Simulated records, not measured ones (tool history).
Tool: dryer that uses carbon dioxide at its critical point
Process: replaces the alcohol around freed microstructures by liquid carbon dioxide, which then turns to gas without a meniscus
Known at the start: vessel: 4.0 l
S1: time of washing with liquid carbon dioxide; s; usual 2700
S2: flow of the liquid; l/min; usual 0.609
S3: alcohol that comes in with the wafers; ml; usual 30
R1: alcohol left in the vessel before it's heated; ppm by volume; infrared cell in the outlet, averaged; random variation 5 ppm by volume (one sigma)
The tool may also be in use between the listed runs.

{"run": 1, "hour": 0.0, "S1": 2700, "S2": 0.609, "S3": 30, "R1": 67}
{"run": 2, "hour": 12.6, "S1": 2700, "S2": 0.609, "S3": 30, "R1": 73}
{"run": 3, "hour": 29.4, "S1": 2700, "S2": 0.609, "S3": 30, "R1": 66}
{"run": 4, "hour": 46.1, "S1": 2100, "S2": 0.609, "S3": 30, "R1": 138}
{"run": 5, "hour": 61.2, "S1": 2100, "S2": 0.609, "S3": 30, "R1": 132}
{"run": 6, "hour": 72.4, "S1": 2100, "S2": 0.609, "S3": 30, "R1": 143}
{"run": 7, "hour": 84.5, "S1": 2100, "S2": 0.609, "S3": 30, "R1": 147}
{"run": 8, "hour": 97.6, "S1": 2100, "S2": 0.609, "S3": 30, "R1": 147}
{"run": 9, "hour": 113.5, "S1": 2700, "S2": 0.609, "S3": 30, "R1": 76}
{"run": 10, "hour": 127.6, "S1": 2700, "S2": 0.609, "S3": 30, "R1": 86}
{"run": 11, "hour": 140.9, "S1": 2700, "S2": 0.609, "S3": 30, "R1": 86}
{"run": 12, "hour": 154.9, "S1": 2340, "S2": 0.609, "S3": 30, "R1": 113}
{"run": 13, "hour": 171.4, "S1": 2700, "S2": 0.609, "S3": 30, "R1": 89}
{"run": 14, "hour": 181.9, "S1": 2700, "S2": 0.609, "S3": 30, "R1": 89}
{"run": 15, "hour": 189.5, "S1": 2700, "S2": 0.609, "S3": 30, "R1": 88}
{"run": 16, "hour": 207.0, "S1": 2700, "S2": 0.609, "S3": 30, "R1": 92}
{"run": 17, "hour": 215.0, "S1": 2700, "S2": 0.609, "S3": 30, "R1": 84}
{"run": 18, "hour": 231.7, "S1": 2700, "S2": 0.609, "S3": 30, "R1": 97}
{"run": 19, "hour": 239.6, "S1": 2700, "S2": 0.73, "S3": 30, "R1": 73}
{"run": 20, "hour": 255.0, "S1": 2700, "S2": 0.73, "S3": 30, "R1": 91}
{"run": 21, "hour": 267.1, "S1": 2700, "S2": 0.609, "S3": 115, "R1": 173}
{"run": 22, "hour": 279.3, "S1": 2700, "S2": 0.384, "S3": 30, "R1": 273}
{"run": 23, "hour": 291.1, "S1": 2520, "S2": 0.609, "S3": 30, "R1": 108}
{"run": 24, "hour": 305.0, "S1": 2040, "S2": 0.609, "S3": 30, "R1": 178}
{"run": 25, "hour": 319.5, "S1": 2040, "S2": 0.609, "S3": 30, "R1": 187}
{"run": 26, "hour": 327.1, "S1": 2040, "S2": 0.609, "S3": 30, "R1": 179}
{"run": 27, "hour": 344.4, "S1": 2040, "S2": 0.609, "S3": 30, "R1": 182}
{"run": 28, "hour": 357.5, "S1": 3420, "S2": 0.609, "S3": 111, "R1": 108}
{"run": 29, "hour": 371.4, "S1": 2160, "S2": 0.547, "S3": 82, "R1": 436}
{"run": 30, "hour": 382.0, "S1": 2160, "S2": 0.547, "S3": 82, "R1": 438}
{"run": 31, "hour": 395.6, "S1": 2160, "S2": 0.547, "S3": 82, "R1": 447}
{"run": 32, "hour": 407.0, "S1": 2940, "S2": 0.524, "S3": 30, "R1": 126}
{"run": 33, "hour": 419.6, "S1": 4020, "S2": 0.702, "S3": 30, "R1": 89}
{"run": 34, "hour": 434.5, "S1": 4020, "S2": 0.702, "S3": 30, "R1": 85}
{"run": 35, "hour": 447.0, "S1": 4020, "S2": 0.702, "S3": 30, "R1": 85}
{"run": 36, "hour": 459.0, "S1": 2820, "S2": 0.394, "S3": 92, "R1": 600}
{"run": 37, "hour": 472.2, "S1": 2940, "S2": 0.394, "S3": 24, "R1": 197}
{"run": 38, "hour": 489.2, "S1": 2940, "S2": 0.394, "S3": 24, "R1": 211}
{"run": 39, "hour": 503.1, "S1": 2940, "S2": 0.394, "S3": 24, "R1": 212}
{"run": 40, "hour": 513.0, "S1": 2640, "S2": 1.028, "S3": 24, "R1": 96}
{"run": 41, "hour": 526.8, "S1": 3480, "S2": 0.609, "S3": 33, "R1": 97}
{"run": 42, "hour": 540.2, "S1": 1740, "S2": 0.609, "S3": 30, "R1": 328}
{"run": 43, "hour": 550.8, "S1": 1740, "S2": 0.609, "S3": 30, "R1": 322}
{"run": 44, "hour": 565.9, "S1": 2820, "S2": 0.636, "S3": 51, "R1": 127}
{"run": 45, "hour": 577.5, "S1": 2580, "S2": 0.609, "S3": 117, "R1": 250}
{"run": 46, "hour": 593.9, "S1": 1620, "S2": 0.647, "S3": 117, "R1": 1010}
{"run": 47, "hour": 605.2, "S1": 1620, "S2": 0.631, "S3": 117, "R1": 1083}
{"run": 48, "hour": 621.5, "S1": 3180, "S2": 0.631, "S3": 51, "R1": 120}

3 ways to go on from here, each from the tool as it stands after run 48. What would each give?
{"run": "A", "hour": 635.6, "S1": 1920, "S2": 0.546, "S3": 51, "R1": "?"}
{"run": "B", "hour": 635.6, "S1": 4200, "S2": 0.499, "S3": 51, "R1": "?"}
{"run": "C", "hour": 635.6, "S1": 3180, "S2": 0.39, "S3": 23, "R1": "?"}

run=A R1=498
run=B R1=100
run=C R1=196
Without the tool's hidden state the same runs would have given:
run=A R1=304
run=B R1=0
run=C R1=73

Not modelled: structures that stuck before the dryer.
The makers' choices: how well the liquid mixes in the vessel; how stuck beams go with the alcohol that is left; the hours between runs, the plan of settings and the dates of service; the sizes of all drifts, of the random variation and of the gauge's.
